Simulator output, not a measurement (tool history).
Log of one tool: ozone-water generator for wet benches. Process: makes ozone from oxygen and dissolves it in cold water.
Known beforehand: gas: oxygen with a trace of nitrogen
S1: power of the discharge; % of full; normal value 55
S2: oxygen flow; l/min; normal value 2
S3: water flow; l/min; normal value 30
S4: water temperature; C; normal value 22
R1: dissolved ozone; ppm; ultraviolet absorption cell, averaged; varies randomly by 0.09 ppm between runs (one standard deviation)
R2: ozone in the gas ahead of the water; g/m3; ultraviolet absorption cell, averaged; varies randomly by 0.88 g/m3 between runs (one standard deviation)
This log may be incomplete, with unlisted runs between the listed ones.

| run | hour | S1 | S2 | S3 | S4 | R1 | R2 |
|---|---|---|---|---|---|---|---|
| 1 | 0 | 55 | 2 | 30 | 22 | 6.19 | 146.7 |
| 2 | 47.8 | 55 | 2 | 30 | 22 | 6.16 | 146.4 |
| 3 | 73.2 | 55 | 2 | 30 | 22 | 5.97 | 144.7 |
| 4 | 102.2 | 55 | 2 | 30 | 22 | 6.03 | 143.1 |
| 5 | 127 | 55 | 2 | 30 | 22 | 5.94 | 144.5 |
| 6 | 166 | 55 | 2 | 30 | 22 | 6.05 | 144.8 |
| 7 | 208.2 | 55 | 2 | 30 | 18 | 6.1 | 145.7 |
| 8 | 251.7 | 55 | 2 | 30 | 18 | 6.1 | 144.6 |
| 9 | 278.6 | 58 | 2 | 30 | 22 | 6.21 | 150.1 |
| 10 | 322.4 | 55 | 2 | 30 | 22 | 5.87 | 144.6 |
| 11 | 349.2 | 55 | 2 | 30 | 22 | 5.93 | 143.9 |
| 12 | 382 | 55 | 2 | 30 | 22 | 5.98 | 144.4 |
| 13 | 415.3 | 55 | 2 | 30 | 22 | 6.08 | 143.9 |
|  | 419.2 | water thermometer calibrated |
| 14 | 458.2 | 52 | 2 | 30 | 22 | 5.81 | 139.5 |
| 15 | 484.7 | 52 | 2 | 30 | 22 | 5.71 | 138.7 |
| 16 | 515.8 | 52 | 2 | 30 | 22 | 5.56 | 139.9 |
| 17 | 566 | 52 | 2 | 30 | 22 | 5.93 | 140.6 |
| 18 | 609.5 | 90 | 2 | 30 | 20 | 8 | 193.6 |
| 19 | 636.7 | 55 | 1.58 | 30 | 25 | 5.16 | 159.4 |
| 20 | 667 | 49 | 1.58 | 48 | 25 | 2.81 | 147.7 |
|  | 695.1 | water thermometer calibrated, once more |
| 21 | 701.9 | 49 | 1.58 | 48 | 25 | 2.64 | 147.4 |
| 22 | 740.3 | 43 | 3.07 | 26 | 26 | 6.76 | 104.9 |
| 23 | 782.3 | 68 | 3.34 | 44 | 22 | 5.27 | 133.3 |
| 24 | 821.5 | 68 | 3.34 | 44 | 22 | 5.28 | 135 |
| 25 | 871 | 54 | 2.3 | 21 | 18 | 9.24 | 136.4 |
| 26 | 896.1 | 54 | 2.3 | 21 | 18 | 9.16 | 134.7 |
| 27 | 918.6 | 54 | 2.3 | 21 | 18 | 9.1 | 134.5 |
| 28 | 964.4 | 71 | 2 | 30 | 27 | 6.73 | 167.4 |
| 29 | 999.3 | 71 | 2 | 30 | 27 | 6.53 | 169 |
| 30 | 1037.8 | 71 | 2 | 30 | 27 | 6.56 | 168.1 |
| 31 | 1082.8 | 66 | 2.75 | 30 | 27 | 7.24 | 141.1 |
| 32 | 1108.2 | 75 | 3.25 | 30 | 21 | 8.59 | 142.1 |

Here are 5 independent what-if runs from the current tool condition. What would each one return?
| A | 1148.5 | 53 | 3.25 | 30 | 15 | ? | ? |
| B | 1148.5 | 75 | 3.25 | 30 | 18 | ? | ? |
| C | 1148.5 | 55 | 2 | 41 | 22 | ? | ? |
| D | 1148.5 | 55 | 2 | 30 | 25 | ? | ? |
| E | 1148.5 | 50 | 2 | 30 | 21 | ? | ? |

| run | R1 | R2 |
|---|---|---|
| A | 7.29 | 116.5 |
| B | 8.84 | 143.4 |
| C | 4.04 | 143.2 |
| D | 5.85 | 143.8 |
| E | 5.55 | 135.2 |
What these runs would have given with no unlogged condition in the tool:
| run | R1 | R2 |
|---|---|---|
| A | 7.81 | 118.2 |
| B | 9.51 | 146.1 |
| C | 4.38 | 145.4 |
| D | 6.26 | 146 |
| E | 5.94 | 137.2 |
